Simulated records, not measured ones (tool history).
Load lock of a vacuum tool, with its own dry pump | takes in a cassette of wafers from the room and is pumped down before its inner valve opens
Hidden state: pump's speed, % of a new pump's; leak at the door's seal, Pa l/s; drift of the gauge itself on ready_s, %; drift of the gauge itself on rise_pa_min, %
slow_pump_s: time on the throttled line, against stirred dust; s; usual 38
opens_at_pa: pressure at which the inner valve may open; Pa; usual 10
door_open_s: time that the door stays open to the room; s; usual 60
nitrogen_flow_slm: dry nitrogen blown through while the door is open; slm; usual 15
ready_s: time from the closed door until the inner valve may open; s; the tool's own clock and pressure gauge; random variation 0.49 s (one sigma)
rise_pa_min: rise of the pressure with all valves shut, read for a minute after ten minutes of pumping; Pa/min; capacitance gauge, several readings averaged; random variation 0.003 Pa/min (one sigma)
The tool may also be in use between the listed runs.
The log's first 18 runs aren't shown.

| run | hour | slow_pump_s | opens_at_pa | door_open_s | nitrogen_flow_slm | hours that the pump has run since its overhaul | times that the door has closed on its seal | incoming humidity of the room's air, % | ready_s | rise_pa_min |
|---|---|---|---|---|---|---|---|---|---|---|
| 19 | 1378.2 | 38 | 10 | 60 | 43 | 4851 | 20477 | 44.9 | 64.2 | 0.023 |
| 20 | 1447.8 | 49 | 10 | 56 | 6 | 4921 | 20782 | 43.3 | 74.2 | 0.045 |
| 21 | 1507.8 | 63 | 20 | 59 | 19 | 4981 | 21045 | 46.3 | 84.7 | 0.038 |
| 22 | 1583.6 | 63 | 20 | 59 | 38 | 5056 | 21377 | 48.5 | 84 | 0.027 |
| 23 | 1680.3 | 38 | 10 | 60 | 5 | 5153 | 21801 | 44 | 64.9 | 0.042 |
| 24 | 1735.8 | 64 | 12 | 236 | 4 | 5209 | 22044 | 45.1 | 86.7 | 0.112 |
| 25 | 1804 | 38 | 14 | 60 | 13 | 5277 | 22343 | 41.8 | 63.8 | 0.036 |
| 26 | 1898.7 | 38 | 14 | 60 | 13 | 5372 | 22758 | 45.1 | 63.2 | 0.036 |
| 27 | 1944.5 | 38 | 10 | 60 | 39 | 5417 | 22959 | 44.4 | 64.4 | 0.025 |
| 28 | 2050.6 | 38 | 10 | 60 | 39 | 5523 | 23424 | 42.3 | 64.5 | 0.026 |
| 29 | 2105.4 | 38 | 10 | 60 | 5 | 5578 | 23664 | 45.8 | 63.9 | 0.047 |
| 30 | 2150.6 | 66 | 18 | 60 | 5 | 5623 | 23862 | 43.1 | 86.3 | 0.045 |
| 31 | 2233.2 | 38 | 10 | 26 | 41 | 5706 | 24224 | 43.1 | 65.2 | 0.017 |
| 32 | 2303.6 | 38 | 10 | 55 | 41 | 5776 | 24532 | 43.5 | 65.5 | 0.022 |
| 33 | 2348.6 | 34 | 10 | 60 | 26 | 5821 | 24730 | 43.3 | 61.2 | 0.029 |
| 34 | 2418.2 | 34 | 10 | 60 | 7 | 5891 | 25035 | 43.1 | 61.4 | 0.045 |
| 35 | 2509 | 26 | 10 | 70 | 15 | 5982 | 25433 | 44 | 55.1 | 0.041 |
| 36 | 2604.5 | 61 | 16 | 101 | 14 | 6077 | 25851 | 46.5 | 83.9 | 0.054 |
| 37 | 2702 | 61 | 16 | 101 | 14 | 6175 | 26278 | 44.8 | 83.4 | 0.048 |

3 ways to go on from here, each from the tool as it stands after run 37. What would each give?
| A | 2808.3 | 32 | 16 | 101 | 23 | 6281 | 26745 | 45.9 | ? | ? |
| B | 2808.3 | 34 | 14 | 186 | 15 | 6281 | 26745 | 45.2 | ? | ? |
| C | 2808.3 | 61 | 16 | 29 | 14 | 6281 | 26745 | 44.8 | ? | ? |

| run | ready_s | rise_pa_min |
|---|---|---|
| A | 57.2 | 0.043 |
| B | 60.8 | 0.077 |
| C | 82.9 | 0.026 |
Without the tool's hidden state the same runs would have given:
| run | ready_s | rise_pa_min |
|---|---|---|
| A | 57.2 | 0.042 |
| B | 60.8 | 0.077 |
| C | 82.9 | 0.025 |
